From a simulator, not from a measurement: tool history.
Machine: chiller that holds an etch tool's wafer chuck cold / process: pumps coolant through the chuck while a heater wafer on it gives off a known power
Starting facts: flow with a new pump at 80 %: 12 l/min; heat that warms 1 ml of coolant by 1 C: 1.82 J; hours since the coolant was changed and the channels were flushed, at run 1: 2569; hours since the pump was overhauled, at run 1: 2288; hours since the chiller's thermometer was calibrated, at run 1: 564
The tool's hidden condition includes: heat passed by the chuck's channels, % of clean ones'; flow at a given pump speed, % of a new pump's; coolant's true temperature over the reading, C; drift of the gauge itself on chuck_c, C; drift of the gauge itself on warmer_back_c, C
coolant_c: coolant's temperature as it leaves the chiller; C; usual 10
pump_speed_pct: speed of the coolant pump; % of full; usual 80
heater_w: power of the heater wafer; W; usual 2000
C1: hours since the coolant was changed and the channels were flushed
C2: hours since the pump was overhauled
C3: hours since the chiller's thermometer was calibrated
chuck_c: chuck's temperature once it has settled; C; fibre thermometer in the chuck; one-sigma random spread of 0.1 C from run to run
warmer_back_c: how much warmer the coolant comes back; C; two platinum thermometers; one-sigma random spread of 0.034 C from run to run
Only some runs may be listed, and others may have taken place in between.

Run 1, day 0: usual settings; C1 2569; C2 2288; C3 564. Result: chuck_c 34.6 C, warmer_back_c 6.03 C.
Run 2, day 3.175: usual settings; C1 2645; C2 2364; C3 640. Result: chuck_c 34.6 C, warmer_back_c 6 C.
Run 3, day 6.529: usual settings but pump_speed_pct 96 % of full; C1 2726; C2 2445; C3 721. Result: chuck_c 32.7 C, warmer_back_c 5.03 C.
Run 4, day 10.462: usual settings but pump_speed_pct 96 % of full; C1 2820; C2 2539; C3 815. Result: chuck_c 32.5 C, warmer_back_c 5.06 C.
Run 5, day 13.162: usual settings but coolant_c 3 C; C1 2885; C2 2604; C3 880. Result: chuck_c 28 C, warmer_back_c 6.15 C.
Run 6, day 16.575: usual settings but coolant_c 12 C; C1 2967; C2 2686; C3 962. Result: chuck_c 37 C, warmer_back_c 6.07 C.
Run 7, day 19.979: usual settings; C1 3048; C2 2767; C3 1044. Result: chuck_c 35 C, warmer_back_c 6.1 C.
Run 8, day 22.708: usual settings but coolant_c 14 C; C1 3114; C2 2833; C3 1109. Result: chuck_c 39.1 C, warmer_back_c 6.15 C.
At day 26.204: coolant changed, channels flushed.
Run 9, day 26.6: usual settings but coolant_c 14 C; C1 10; C2 2920; C3 1197. Result: chuck_c 37.4 C, warmer_back_c 6.16 C.
Run 10, day 30.375: usual settings but coolant_c 14 C; C1 100; C2 3011; C3 1287. Result: chuck_c 37.4 C, warmer_back_c 6.2 C.
Run 11, day 32.262: usual settings; C1 145; C2 3056; C3 1333. Result: chuck_c 33.4 C, warmer_back_c 6.15 C.
Run 12, day 34.092: usual settings but coolant_c 19 C, pump_speed_pct 66 % of full, heater_w 1640 W; C1 189; C2 3100; C3 1376. Result: chuck_c 40.2 C, warmer_back_c 6.19 C.
Run 13, day 37.288: usual settings but coolant_c 0 C, pump_speed_pct 65 % of full, heater_w 1894 W; C1 266; C2 3177; C3 1453. Result: chuck_c 24.9 C, warmer_back_c 7.23 C.
Run 14, day 40.883: usual settings but coolant_c 18 C, pump_speed_pct 92 % of full, heater_w 2467 W; C1 352; C2 3263; C3 1539. Result: chuck_c 45 C, warmer_back_c 6.66 C.
Run 15, day 43.342: usual settings but pump_speed_pct 70 % of full, heater_w 1880 W; C1 411; C2 3322; C3 1598. Result: chuck_c 33.9 C, warmer_back_c 6.76 C.
Run 16, day 45.879: usual settings but coolant_c 6 C, pump_speed_pct 72 % of full, heater_w 1880 W; C1 472; C2 3383; C3 1659. Result: chuck_c 29.5 C, warmer_back_c 6.59 C.
Run 17, day 49.012: usual settings but coolant_c 20 C, pump_speed_pct 69 % of full, heater_w 2006 W; C1 547; C2 3458; C3 1735. Result: chuck_c 45.8 C, warmer_back_c 7.25 C.
At day 49.512: coolant pump overhauled.
Run 18, day 51.412: usual settings but coolant_c 16 C, heater_w 2553 W; C1 600; C2 46; C3 1787. Result: chuck_c 44.4 C, warmer_back_c 7.08 C.
Run 19, day 53.717: usual settings but coolant_c 18 C, pump_speed_pct 93 % of full; C1 655; C2 101; C3 1842. Result: chuck_c 38.3 C, warmer_back_c 4.73 C.
Run 20, day 56.7: usual settings but coolant_c 13 C, pump_speed_pct 73 % of full, heater_w 1734 W; C1 727; C2 172; C3 1914. Result: chuck_c 33.1 C, warmer_back_c 5.35 C.
Run 21, day 60.625: usual settings but coolant_c 13 C, pump_speed_pct 73 % of full, heater_w 1734 W; C1 821; C2 267; C3 2008. Result: chuck_c 33.2 C, warmer_back_c 5.36 C.
Run 22, day 62.992: usual settings but pump_speed_pct 98 % of full; C1 878; C2 323; C3 2065. Result: chuck_c 29.9 C, warmer_back_c 4.56 C.

Pick out some run-to-run changes in chuck_c. Of each, how much would a tool without hidden state show as well, from the settings, what came in and chance, and how much is left for the hidden state and any gauge scatter not in both results compared?
Run 8 -> 9: coolant changed, channels flushed. chuck_c -1.7 C: hidden state -1.7, all else +0.
Run 13 -> 14: coolant_c 0 -> 18, pump_speed_pct 65 -> 92, heater_w 1894 -> 2467. chuck_c +20.1 C: hidden state +0.2, all else +19.9.
Run 16 -> 17: coolant_c 6 -> 20, pump_speed_pct 72 -> 69, heater_w 1880 -> 2006. chuck_c +16.3 C: hidden state +0.2, all else +16.1.
Run 17 -> 18: coolant_c 20 -> 16, pump_speed_pct 69 -> 80, heater_w 2006 -> 2553, coolant pump overhauled. chuck_c -1.4 C: hidden state -1.5, all else +0.1.
